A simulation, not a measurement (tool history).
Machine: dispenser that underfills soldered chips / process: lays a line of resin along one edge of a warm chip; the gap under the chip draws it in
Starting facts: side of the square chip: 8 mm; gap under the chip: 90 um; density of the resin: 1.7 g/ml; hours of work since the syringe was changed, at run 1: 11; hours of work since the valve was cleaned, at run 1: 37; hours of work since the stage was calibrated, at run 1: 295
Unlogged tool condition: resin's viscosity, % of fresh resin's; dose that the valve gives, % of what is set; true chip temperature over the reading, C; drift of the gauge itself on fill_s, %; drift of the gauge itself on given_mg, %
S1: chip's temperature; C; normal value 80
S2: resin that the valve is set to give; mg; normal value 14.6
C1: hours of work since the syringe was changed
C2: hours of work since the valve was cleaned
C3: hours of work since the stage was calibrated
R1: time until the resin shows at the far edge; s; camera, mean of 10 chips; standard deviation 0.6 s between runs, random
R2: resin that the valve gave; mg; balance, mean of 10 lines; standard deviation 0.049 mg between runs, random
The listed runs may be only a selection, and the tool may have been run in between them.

| run | hour | S1 | S2 | C1 | C2 | C3 | R1 | R2 |
|---|---|---|---|---|---|---|---|---|
| 1 | 0.0 | 80 | 14.6 | 11 | 37 | 295 | 85.0 | 14.25 |
|  | 1.6 | new syringe of resin |
| 2 | 8.9 | 80 | 14.6 | 6 | 44 | 301 | 69.7 | 14.09 |
|  | 10.7 | dispensing valve cleaned and set on the balance |
| 3 | 14.4 | 80 | 14.6 | 9 | 3 | 305 | 76.7 | 14.62 |
|  | 19.2 | new syringe of resin |
| 4 | 21.5 | 80 | 14.6 | 2 | 8 | 310 | 60.9 | 14.50 |
| 5 | 29.2 | 81 | 14.6 | 8 | 14 | 316 | 74.0 | 14.41 |
|  | 34.9 | new syringe of resin |
| 6 | 38.3 | 81 | 14.6 | 3 | 21 | 323 | 60.1 | 14.34 |
| 7 | 44.9 | 81 | 14.6 | 8 | 26 | 328 | 73.0 | 14.34 |
|  | 50.7 | new syringe of resin |
| 8 | 51.4 | 81 | 14.6 | 1 | 31 | 332 | 54.9 | 14.30 |
| 9 | 59.5 | 80 | 14.6 | 7 | 37 | 339 | 75.1 | 14.18 |
| 10 | 64.6 | 83 | 14.6 | 11 | 41 | 343 | 78.1 | 14.13 |
|  | 66.4 | new syringe of resin |
|  | 70.2 | dispensing valve cleaned and set on the balance |
| 11 | 74.9 | 80 | 17.5 | 6 | 4 | 349 | 68.5 | 17.45 |
|  | 83.1 | new syringe of resin |
| 12 | 84.4 | 80 | 17.5 | 1 | 11 | 357 | 56.9 | 17.41 |
| 13 | 92.0 | 80 | 17.5 | 7 | 17 | 362 | 72.0 | 17.27 |
| 14 | 98.0 | 80 | 17.5 | 11 | 21 | 367 | 86.3 | 17.25 |
|  | 99.1 | new syringe of resin |
| 15 | 103.2 | 80 | 17.5 | 3 | 25 | 371 | 60.9 | 17.27 |
| 16 | 110.2 | 80 | 14.6 | 9 | 30 | 376 | 79.8 | 14.31 |
|  | 115.3 | new syringe of resin |
| 17 | 117.9 | 80 | 14.6 | 2 | 36 | 382 | 60.9 | 14.20 |
| 18 | 123.7 | 80 | 14.6 | 6 | 40 | 386 | 72.3 | 14.12 |
|  | 129.6 | dispensing valve cleaned and set on the balance |
| 19 | 131.0 | 68 | 17.2 | 11 | 1 | 391 | 133.2 | 17.20 |
|  | 132.3 | new syringe of resin |
| 20 | 141.7 | 68 | 17.2 | 7 | 9 | 399 | 116.8 | 17.14 |
|  | 148.1 | new syringe of resin |
| 21 | 150.6 | 68 | 17.2 | 2 | 16 | 406 | 92.5 | 17.00 |
| 22 | 159.8 | 68 | 17.2 | 9 | 23 | 413 | 125.5 | 16.92 |
|  | 163.9 | new syringe of resin |
| 23 | 167.6 | 73 | 14.1 | 3 | 29 | 419 | 84.0 | 13.88 |

Expected results for the next run?
| 24 | 176.3 | 73 | 14.1 | 9 | 35 | 425 | ? | ? |

{"run 24": {"R1": 107.1, "R2": 13.74}}
Had the tool carried no hidden state, the very same run would have given R1 66.6 s, R2 14.05 mg.

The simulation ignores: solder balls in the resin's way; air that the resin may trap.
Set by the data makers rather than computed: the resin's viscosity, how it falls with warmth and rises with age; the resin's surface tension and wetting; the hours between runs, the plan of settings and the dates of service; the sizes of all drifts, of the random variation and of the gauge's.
